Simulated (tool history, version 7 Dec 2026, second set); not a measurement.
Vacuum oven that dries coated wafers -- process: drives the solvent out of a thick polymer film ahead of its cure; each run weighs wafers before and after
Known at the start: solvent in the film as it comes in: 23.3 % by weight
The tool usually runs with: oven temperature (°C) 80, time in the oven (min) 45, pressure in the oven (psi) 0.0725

run,hour,oven temperature (°C),time in the oven (min),pressure in the oven (psi),solvent left in the film (%)
1,0.0,80,45,0.0725,1.29
2,19.0,80,44,0.0725,1.39
3,36.7,80,44,0.0725,1.44
4,51.4,80,44,0.0725,1.40
5,72.7,80,44,0.0725,1.34
6,85.2,80,45,0.0725,1.29
7,112.5,80,55,0.0725,0.78
8,131.1,80,55,0.0725,0.82
9,158.7,81,45,0.0457,0.96
10,174.0,80,45,0.1411,1.59
11,200.8,80,45,0.1411,1.45
12,224.9,75,51,0.1073,2.07
13,252.5,77,35,0.0438,2.98
14,277.2,82,23,0.0476,3.68

What if the next run were any one of these 3? Each begins from the tool's condition after run 14:
A,298.5,82,23,0.1049,?
B,298.5,93,43,0.1089,?
C,298.5,84,23,0.0476,?

run,solvent left in the film (%)
A,3.90
B,0.33
C,3.10
What these runs would have given with no unlogged condition in the tool:
run,solvent left in the film (%)
A,3.89
B,0.33
C,3.09
